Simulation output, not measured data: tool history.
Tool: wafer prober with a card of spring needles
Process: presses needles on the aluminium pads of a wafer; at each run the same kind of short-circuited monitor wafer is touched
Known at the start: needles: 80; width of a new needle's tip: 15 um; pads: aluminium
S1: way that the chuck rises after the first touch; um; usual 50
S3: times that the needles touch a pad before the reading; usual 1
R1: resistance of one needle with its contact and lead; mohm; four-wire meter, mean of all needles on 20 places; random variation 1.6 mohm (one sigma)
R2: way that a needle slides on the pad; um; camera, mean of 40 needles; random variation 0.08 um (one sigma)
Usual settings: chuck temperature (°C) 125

Run 1, hour 0: usual settings. Result: R1 156 mohm, R2 8.86 um.
At hour 4.3: tips cleaned on abrasive film.
At hour 8.7: tips cleaned on abrasive film.
At hour 13.2: tips cleaned on abrasive film.
At hour 17.6: tips cleaned on abrasive film.
At hour 22: tips cleaned on abrasive film.
At hour 26.4: tips cleaned on abrasive film.
At hour 30.8: tips cleaned on abrasive film.
At hour 35.2: tips cleaned on abrasive film.
At hour 39.6: tips cleaned on abrasive film.
Run 2, hour 42.1: usual settings. Result: R1 154 mohm, R2 8.95 um.
At hour 43.9: tips cleaned on abrasive film.
At hour 48.3: tips cleaned on abrasive film.
At hour 52.7: tips cleaned on abrasive film.
At hour 57.1: tips cleaned on abrasive film.
At hour 60.6: tips cleaned on abrasive film.
At hour 65: tips cleaned on abrasive film.
At hour 69.4: tips cleaned on abrasive film.
At hour 73.8: tips cleaned on abrasive film.
Run 3, hour 74.4: usual settings. Result: R1 156 mohm, R2 8.93 um.
At hour 78: tips cleaned on abrasive film.
At hour 82.4: tips cleaned on abrasive film.
At hour 86.8: tips cleaned on abrasive film.
At hour 91.2: tips cleaned on abrasive film.
At hour 95.6: tips cleaned on abrasive film.
At hour 100: tips cleaned on abrasive film.
At hour 104.4: tips cleaned on abrasive film.
Run 4, hour 106.2: usual settings. Result: R1 155 mohm, R2 9.02 um.
At hour 108.1: tips cleaned on abrasive film.
At hour 111.6: tips cleaned on abrasive film.
At hour 116: tips cleaned on abrasive film.
At hour 120.4: tips cleaned on abrasive film.
At hour 124.8: tips cleaned on abrasive film.
At hour 129.2: tips cleaned on abrasive film.
At hour 133.6: tips cleaned on abrasive film.
At hour 138: tips cleaned on abrasive film.
Run 5, hour 138.5: usual settings but chuck temperature (°C) 90. Result: R1 149 mohm, R2 8.82 um.
At hour 142.1: tips cleaned on abrasive film.
At hour 146.5: tips cleaned on abrasive film.
At hour 150.9: tips cleaned on abrasive film.
At hour 154.4: tips cleaned on abrasive film.
At hour 158.8: tips cleaned on abrasive film.
At hour 163.2: tips cleaned on abrasive film.
At hour 167.6: tips cleaned on abrasive film.
Run 6, hour 169.4: usual settings but chuck temperature (°C) 43. Result: R1 141 mohm, R2 8.88 um.
At hour 171.2: tips cleaned on abrasive film.
At hour 175.6: tips cleaned on abrasive film.
At hour 180: tips cleaned on abrasive film.
At hour 184.4: tips cleaned on abrasive film.
At hour 188.8: tips cleaned on abrasive film.
At hour 193.2: tips cleaned on abrasive film.
At hour 197.6: tips cleaned on abrasive film.
At hour 201.2: tips cleaned on abrasive film.
At hour 205.6: tips cleaned on abrasive film.
At hour 209.3: height of the first contact set anew.
At hour 210.3: tips cleaned on abrasive film.
At hour 213.8: tips cleaned on abrasive film.
At hour 218.2: tips cleaned on abrasive film.
Run 7, hour 219.6: usual settings but chuck temperature (°C) 43. Result: R1 141 mohm, R2 8.96 um.
At hour 222.3: tips cleaned on abrasive film.
At hour 226.7: tips cleaned on abrasive film.
At hour 231.1: tips cleaned on abrasive film.
At hour 235.5: tips cleaned on abrasive film.
At hour 239.9: tips cleaned on abrasive film.
At hour 244.3: tips cleaned on abrasive film.
Run 8, hour 245.4: usual settings. Result: R1 154 mohm, R2 8.91 um.
At hour 248: tips cleaned on abrasive film.
At hour 252.4: tips cleaned on abrasive film.
At hour 256.8: tips cleaned on abrasive film.
At hour 261.3: tips cleaned on abrasive film.
At hour 265.7: tips cleaned on abrasive film.
At hour 270.1: tips cleaned on abrasive film.
At hour 273.6: tips cleaned on abrasive film.
Run 9, hour 275.5: usual settings. Result: R1 156 mohm, R2 8.94 um.
At hour 277.3: tips cleaned on abrasive film.
At hour 280.8: tips cleaned on abrasive film.
At hour 285.2: tips cleaned on abrasive film.
At hour 288.8: tips cleaned on abrasive film.
At hour 293.2: tips cleaned on abrasive film.
At hour 297.6: tips cleaned on abrasive film.
At hour 302: tips cleaned on abrasive film.
At hour 306.4: tips cleaned on abrasive film.
At hour 310.8: tips cleaned on abrasive film.
At hour 315.2: tips cleaned on abrasive film.
At hour 318.7: tips cleaned on abrasive film.
Run 10, hour 318.7: usual settings but S1 31 um, chuck temperature (°C) 72, S3 2. Result: R1 160 mohm, R2 5.52 um.
At hour 323: tips cleaned on abrasive film.
At hour 326.6: tips cleaned on abrasive film.
At hour 331: tips cleaned on abrasive film.
At hour 335.4: tips cleaned on abrasive film.
At hour 339.8: tips cleaned on abrasive film.
At hour 344.2: tips cleaned on abrasive film.
At hour 348.6: tips cleaned on abrasive film.
At hour 353: tips cleaned on abrasive film.
At hour 357.4: tips cleaned on abrasive film.
At hour 361.8: tips cleaned on abrasive film.
At hour 366.2: tips cleaned on abrasive film.
At hour 369.7: tips cleaned on abrasive film.
At hour 374.1: tips cleaned on abrasive film.
Run 11, hour 375.2: usual settings but S1 31 um, chuck temperature (°C) 116, S3 2. Result: R1 172 mohm, R2 5.42 um.
At hour 377.9: tips cleaned on abrasive film.
At hour 382.3: tips cleaned on abrasive film.
At hour 386.7: tips cleaned on abrasive film.
At hour 391.1: tips cleaned on abrasive film.
At hour 395.5: tips cleaned on abrasive film.
At hour 399.9: tips cleaned on abrasive film.
At hour 404.3: tips cleaned on abrasive film.
At hour 408.7: tips cleaned on abrasive film.
At hour 413.1: tips cleaned on abrasive film.
At hour 417.5: tips cleaned on abrasive film.
At hour 421: tips cleaned on abrasive film.
At hour 425.4: tips cleaned on abrasive film.
At hour 429.8: tips cleaned on abrasive film.
Run 12, hour 431: usual settings but S1 31 um, chuck temperature (°C) 116, S3 2. Result: R1 170 mohm, R2 5.52 um.
At hour 433.7: tips cleaned on abrasive film.
At hour 438.1: tips cleaned on abrasive film.
At hour 442.5: tips cleaned on abrasive film.
At hour 446: tips cleaned on abrasive film.
At hour 450.4: tips cleaned on abrasive film.
At hour 454.8: tips cleaned on abrasive film.
At hour 459.2: tips cleaned on abrasive film.
At hour 463.7: tips cleaned on abrasive film.
At hour 467.2: height of the first contact set anew.
Run 13, hour 467.2: usual settings but S1 31 um, chuck temperature (°C) 116, S3 2. Result: R1 170 mohm, R2 5.45 um.
At hour 468.2: tips cleaned on abrasive film.
At hour 471.8: tips cleaned on abrasive film.
At hour 476.2: tips cleaned on abrasive film.
At hour 480.6: tips cleaned on abrasive film.
At hour 485: tips cleaned on abrasive film.
At hour 489.4: tips cleaned on abrasive film.
At hour 493.8: tips cleaned on abrasive film.
At hour 498.2: tips cleaned on abrasive film.
At hour 502.6: tips cleaned on abrasive film.
Run 14, hour 504.7: usual settings but S1 31 um, chuck temperature (°C) 116, S3 2. Result: R1 170 mohm, R2 5.52 um.
At hour 506.5: tips cleaned on abrasive film.
At hour 510.9: tips cleaned on abrasive film.
At hour 514.5: tips cleaned on abrasive film.
At hour 518.9: tips cleaned on abrasive film.
At hour 523.3: tips cleaned on abrasive film.
At hour 527.7: tips cleaned on abrasive film.
At hour 532.1: tips cleaned on abrasive film.
At hour 536.5: tips cleaned on abrasive film.
At hour 540.9: tips cleaned on abrasive film.
At hour 545.3: tips cleaned on abrasive film.
At hour 549.7: tips cleaned on abrasive film.
At hour 554.1: tips cleaned on abrasive film.
At hour 558.5: tips cleaned on abrasive film.
Run 15, hour 559.6: usual settings but chuck temperature (°C) 91. Result: R1 151 mohm, R2 9.02 um.
At hour 562.3: tips cleaned on abrasive film.
At hour 566.7: tips cleaned on abrasive film.
At hour 571.1: tips cleaned on abrasive film.
At hour 574.6: tips cleaned on abrasive film.
At hour 579: tips cleaned on abrasive film.
At hour 582.6: tips cleaned on abrasive film.
Run 16, hour 585.2: usual settings but S1 35 um, chuck temperature (°C) 37, S3 2. Result: R1 149 mohm, R2 6.24 um.
At hour 586.2: tips cleaned on abrasive film.
At hour 590.6: tips cleaned on abrasive film.
At hour 594.1: tips cleaned on abrasive film.
At hour 598.5: tips cleaned on abrasive film.
At hour 602.1: tips cleaned on abrasive film.
At hour 606.5: tips cleaned on abrasive film.
At hour 610.9: tips cleaned on abrasive film.
At hour 615.3: tips cleaned on abrasive film.
Run 17, hour 617.4: usual settings but chuck temperature (°C) 27, S3 2. Result: R1 135 mohm, R2 8.94 um.

3 ways to go on from here, each from the tool as it stands after run 17. What would each give?
At hour 619.2: tips cleaned on abrasive film.
At hour 623.6: tips cleaned on abrasive film.
At hour 628: tips cleaned on abrasive film.
At hour 632.4: tips cleaned on abrasive film.
At hour 636.8: tips cleaned on abrasive film.
At hour 641.2: tips cleaned on abrasive film.
At hour 644.9: tips cleaned on abrasive film.
Run A, hour 644.9: usual settings but S1 42 um, chuck temperature (°C) 105. Result: R1 ?, R2 ?.
At hour 619.2: tips cleaned on abrasive film.
At hour 623.6: tips cleaned on abrasive film.
At hour 628: tips cleaned on abrasive film.
At hour 632.4: tips cleaned on abrasive film.
At hour 636.8: tips cleaned on abrasive film.
At hour 641.2: tips cleaned on abrasive film.
At hour 644.9: tips cleaned on abrasive film.
Run B, hour 644.9: usual settings but S1 53 um, chuck temperature (°C) 43, S3 2. Result: R1 ?, R2 ?.
At hour 619.2: tips cleaned on abrasive film.
At hour 623.6: tips cleaned on abrasive film.
At hour 628: tips cleaned on abrasive film.
At hour 632.4: tips cleaned on abrasive film.
At hour 636.8: tips cleaned on abrasive film.
At hour 641.2: tips cleaned on abrasive film.
At hour 644.9: tips cleaned on abrasive film.
Run C, hour 644.9: usual settings but S1 47 um, chuck temperature (°C) 54. Result: R1 ?, R2 ?.

run   R1    R2
  A  157  7.47
  B  137  9.57
  C  143   8.4
Without the tool's hidden state the same runs would have given:
run   R1    R2
  A  157  7.48
  B  137  9.58
  C  143  8.41
